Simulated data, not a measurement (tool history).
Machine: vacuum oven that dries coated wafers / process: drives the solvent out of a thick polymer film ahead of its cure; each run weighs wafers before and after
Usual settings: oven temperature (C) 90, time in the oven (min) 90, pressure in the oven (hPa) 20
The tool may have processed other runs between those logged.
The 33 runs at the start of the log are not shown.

run,hour,oven temperature (C),time in the oven (min),pressure in the oven (hPa),hours of work since the thermocouples were calibrated,hours of work since the vacuum gauge was cleaned of residue,solvent left in the film (%)
34,647.4,102,90,20,1172,857,1.99
35,664.1,105,104,76.1,1182,867,3.7
36,678,105,104,76.1,1190,875,3.63
37,700.1,101,106,18,1203,888,1.62
38,722.5,101,106,18,1216,901,1.78
# hour 732.4: oven's thermocouples calibrated
39,747.5,95,71,18,9,914,4.21
40,762.8,82,71,18,18,923,8.8
41,782.2,82,71,18,29,935,8.94
42,796.3,90,46,62.6,37,943,9.94
43,821.4,104,95,62.6,52,958,3.03
44,840.4,101,112,66.5,63,969,3.48
45,866.6,101,112,47.2,79,984,2.59
46,886.6,101,112,47.2,90,996,2.73
47,897.6,100,116,12.9,97,1002,1.14

Each row is a separate what-if for the run after 47, all from the same tool condition, not one after another. Results?
A,922.2,83,130,35.7,111,1017,?
B,922.2,92,116,44.4,111,1017,?
C,922.2,86,116,33.7,111,1017,?
D,922.2,90,97,20,111,1017,?

run,solvent left in the film (%)
A,6.55
B,4.44
C,5.68
D,4.4
With no hidden state in the tool, these same runs would have given:
run,solvent left in the film (%)
A,6.34
B,4.28
C,5.49
D,4.22
